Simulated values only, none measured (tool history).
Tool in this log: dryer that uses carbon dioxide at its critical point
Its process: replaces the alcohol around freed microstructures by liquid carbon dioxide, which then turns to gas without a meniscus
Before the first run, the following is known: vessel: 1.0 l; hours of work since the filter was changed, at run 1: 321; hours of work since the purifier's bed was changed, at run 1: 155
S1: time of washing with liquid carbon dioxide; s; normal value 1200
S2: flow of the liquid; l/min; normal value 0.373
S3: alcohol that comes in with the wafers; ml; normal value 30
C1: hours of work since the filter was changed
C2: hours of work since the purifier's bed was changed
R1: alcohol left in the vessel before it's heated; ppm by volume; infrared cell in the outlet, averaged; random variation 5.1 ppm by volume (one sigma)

run,hour,S1,S2,S3,C1,C2,R1
1,0,1200,0.373,30,321,155,150
2,8.9,1200,0.373,30,325,159,163
3,16.5,1200,0.373,30,329,162,157
4,22.5,1200,0.373,53,331,164,242
5,30.6,1200,0.373,30,335,168,153
6,39.5,1200,0.373,30,338,172,154
7,47.2,1200,0.373,30,342,175,163
8,54.3,1200,0.243,30,345,178,767
9,61.7,1200,0.243,55,348,181,1387
10,66.7,1200,0.243,55,350,183,1393
11,72.3,1080,0.373,30,352,186,250
12,76.2,1080,0.373,30,354,187,255
13,85.2,1080,0.373,30,358,191,246
14,94.3,1080,0.373,30,362,195,258
15,101.4,1080,0.373,30,365,198,278
16,106.6,900,0.373,30,367,200,531
17,111.8,1200,0.373,103,369,202,458
18,120.2,1200,0.373,103,373,206,484
19,126.2,1200,0.373,30,375,209,192
20,134,1200,0.373,30,379,212,199
21,141.1,1200,0.373,30,382,215,175
22,147.6,1200,0.4,30,384,218,156
23,156.1,1200,0.373,30,388,221,182
24,160.8,1620,0.373,100,390,223,122
25,169.7,1620,0.272,41,394,227,238
26,173.4,1620,0.272,41,395,229,232
27,177.2,1620,0.272,41,397,230,241
28,185.9,780,0.373,83,401,234,2418
29,194.4,840,0.373,46,404,238,1073
30,200.1,840,0.373,46,407,240,1072
31,204,840,0.373,46,409,242,1099
32,212.4,1680,0.599,46,412,245,77
33,217.3,1380,0.373,30,414,247,134
34,225.9,1080,0.373,89,418,251,742
35,231.3,1680,0.256,37,420,253,246
36,236.3,1680,0.256,37,422,256,257
37,244.4,1680,0.256,37,426,259,265
38,252.1,1680,0.256,37,429,262,255
39,258.5,1440,0.358,86,432,265,243
40,264.5,720,0.277,45,434,268,3909
41,271.8,720,0.277,45,437,271,3885
42,279.4,1500,0.277,41,441,274,334
43,286.3,1500,0.277,41,444,277,329
44,294.3,1500,0.277,76,447,280,574
45,302.9,1500,0.277,76,451,284,554

Same runs, no hidden state in the tool, same run-to-run variation:
Hidden conditions of the tool in this case: flow that reaches the vessel past the clogged filter, %; alcohol in the recycled carbon dioxide, ppm; drift of the gauge itself on alcohol_ppm, %.
run,R1
1,54
2,63
3,57
4,98
5,50
6,51
7,56
8,435
9,811
10,815
11,105
12,106
13,96
14,106
15,116
16,263
17,184
18,193
19,67
20,70
21,49
22,47
23,54
24,20
25,80
26,76
27,84
28,1344
29,548
30,544
31,560
32,9
33,29
34,304
35,75
36,79
37,85
38,77
39,63
40,2512
41,2486
42,111
43,103
44,201
45,200
